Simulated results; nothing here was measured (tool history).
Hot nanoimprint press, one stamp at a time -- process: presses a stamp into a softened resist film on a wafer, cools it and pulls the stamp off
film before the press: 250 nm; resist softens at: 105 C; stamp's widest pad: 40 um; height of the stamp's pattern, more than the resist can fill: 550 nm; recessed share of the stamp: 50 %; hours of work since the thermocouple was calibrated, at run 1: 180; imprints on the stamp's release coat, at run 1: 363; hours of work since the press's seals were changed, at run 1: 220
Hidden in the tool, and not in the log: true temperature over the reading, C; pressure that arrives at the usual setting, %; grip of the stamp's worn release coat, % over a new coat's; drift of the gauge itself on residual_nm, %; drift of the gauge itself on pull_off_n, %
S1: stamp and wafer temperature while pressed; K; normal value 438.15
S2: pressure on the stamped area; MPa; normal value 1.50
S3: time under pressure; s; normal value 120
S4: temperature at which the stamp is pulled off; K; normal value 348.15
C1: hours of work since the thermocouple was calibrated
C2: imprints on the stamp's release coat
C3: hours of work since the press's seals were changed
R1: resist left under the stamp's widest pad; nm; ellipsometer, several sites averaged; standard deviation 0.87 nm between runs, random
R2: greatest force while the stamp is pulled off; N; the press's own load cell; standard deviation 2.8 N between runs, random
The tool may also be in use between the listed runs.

run     day      S1    S2   S3      S4   C1   C2   C3     R1   R2
  1   0.000  438.15  1.50  120  348.15  180  363  220  114.8  131
  2   0.475  438.15  1.50  120  348.15  186  382  225  115.4  127
  3   1.054  438.15  1.50  120  348.15  193  405  233  113.4  135
  4   1.562  438.15  1.50  120  348.15  199  425  239  113.5  130
  5   2.075  438.15  1.50  120  348.15  205  445  245  113.7  128
  6   2.596  438.15  1.50  120  348.15  212  465  252  111.8  137
  7   3.238  438.15  1.50  120  355.15  220  491  260  114.4  110
  8   3.767  438.15  1.50  201  348.15  226  511  266   93.1  137
  9   4.479  438.15  1.50  201  348.15  235  539  275   92.3  136
 10   5.238  438.15  1.50  201  348.15  244  569  284   91.5  137
 11   5.833  438.15  2.05  201  348.15  252  593  292   79.9  134
 12   6.167  438.15  2.05  201  348.15  256  606  296   79.3  141
 13   6.896  438.15  2.05  201  348.15  265  635  305   79.3  134
 14   7.592  438.15  2.05  201  348.15  273  662  313   79.0  142
 15   8.154  438.15  2.05  201  348.15  280  684  320   79.3  134
 16   8.771  434.15  2.05  201  348.15  288  708  328  104.7  140
 17   9.504  430.15  1.50  120  343.15  297  737  337  174.9  157
 18  10.067  445.15  1.50  120  338.15  304  759  344   71.1  174
 19  10.492  445.15  1.50  120  338.15  309  776  349   71.4  176
 20  11.246  440.15  1.75  120  350.15  319  806  358   91.3  135
 21  11.579  440.15  1.75  120  350.15  323  819  363   90.8  132
 22  12.229  438.15  1.11  120  348.15  331  845  371  127.1  139
 23  13.000  438.15  1.10  108  350.15  340  875  380  132.4  132
 24  13.379  448.15  1.50  120  345.15  345  890  385   58.4  145
 25  13.871  448.15  1.50  120  345.15  351  909  391   60.2  149
 26  14.338  438.15  1.10  120  339.15  357  928  397  127.3  174
 27  14.925  445.15  1.50  151  348.15  364  951  404   64.4  142
 28  15.388  449.15  1.50  120  348.15  370  969  410   54.7  142
 29  16.025  449.15  1.50  105  343.15  378  994  417   56.9  169

Some steps in R1 between neighbouring runs. How much of each would the tool show without its hidden state too (settings, what came in, random variation), and how much is left for the hidden state, with any gauge scatter that isn't in both results?
Run 17 -> 18: S1 430.15 -> 445.15, S4 343.15 -> 338.15. R1 -103.8 nm: hidden state +2.9, all else -106.7.
Run 23 -> 24: S1 438.15 -> 448.15, S2 1.10 -> 1.50, S3 108 -> 120, S4 350.15 -> 345.15. R1 -74.0 nm: hidden state +4.2, all else -78.2.
Run 25 -> 26: S1 448.15 -> 438.15, S2 1.50 -> 1.10, S4 345.15 -> 339.15. R1 +67.1 nm: hidden state -4.3, all else +71.4.
